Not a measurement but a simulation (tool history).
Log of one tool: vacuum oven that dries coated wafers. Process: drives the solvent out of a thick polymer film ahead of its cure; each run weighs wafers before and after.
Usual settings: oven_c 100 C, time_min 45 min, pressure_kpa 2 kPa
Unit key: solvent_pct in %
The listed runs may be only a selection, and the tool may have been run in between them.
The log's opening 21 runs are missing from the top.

| run | day | oven_c | time_min | pressure_kpa | solvent_pct |
|---|---|---|---|---|---|
| 22 | 18.275 | 100 | 45 | 2 | 4.06 |
| 23 | 19.212 | 105 | 80 | 1.7 | 2.56 |
| 24 | 19.988 | 100 | 54 | 2 | 3.71 |
| 25 | 21.129 | 100 | 54 | 2 | 3.7 |
| 26 | 21.862 | 108 | 50 | 4.19 | 5.61 |
|  | 22.429 | oven's thermocouples calibrated |
| 27 | 22.942 | 107 | 49 | 2 | 3.17 |
| 28 | 23.592 | 95 | 74 | 1.94 | 4.66 |
| 29 | 24.379 | 100 | 40 | 4.98 | 9.13 |
| 30 | 25.279 | 100 | 45 | 6.77 | 11.94 |
| 31 | 25.912 | 100 | 45 | 6.77 | 12 |
| 32 | 26.938 | 89 | 52 | 6.41 | 12.31 |
| 33 | 27.654 | 89 | 52 | 6.41 | 12.2 |
| 34 | 28.804 | 89 | 52 | 6.41 | 12.31 |
| 35 | 29.592 | 111 | 34 | 7.5 | 9.04 |
| 36 | 30.675 | 112 | 27 | 3.96 | 5.14 |
| 37 | 31.433 | 112 | 27 | 3.96 | 5.06 |
| 38 | 32.05 | 93 | 45 | 1.26 | 4.35 |
| 39 | 32.692 | 100 | 45 | 2 | 4.34 |
| 40 | 33.742 | 100 | 45 | 2 | 4.31 |
| 41 | 34.617 | 113 | 47 | 1.09 | 1.54 |

Below are 4 alternative next runs, each starting from the tool's condition after run 41. Predict each:
| A | 35.6 | 94 | 80 | 2.99 | ? |
| B | 35.6 | 110 | 31 | 5.31 | ? |
| C | 35.6 | 113 | 47 | 1.53 | ? |
| D | 35.6 | 99 | 50 | 2.53 | ? |

| run | solvent_pct |
|---|---|
| A | 6.93 |
| B | 6.91 |
| C | 2.03 |
| D | 5.29 |
With the hidden condition removed and each run's random variation left untouched, the same runs would have given:
| run | solvent_pct |
|---|---|
| A | 6.32 |
| B | 6.55 |
| C | 1.72 |
| D | 4.78 |

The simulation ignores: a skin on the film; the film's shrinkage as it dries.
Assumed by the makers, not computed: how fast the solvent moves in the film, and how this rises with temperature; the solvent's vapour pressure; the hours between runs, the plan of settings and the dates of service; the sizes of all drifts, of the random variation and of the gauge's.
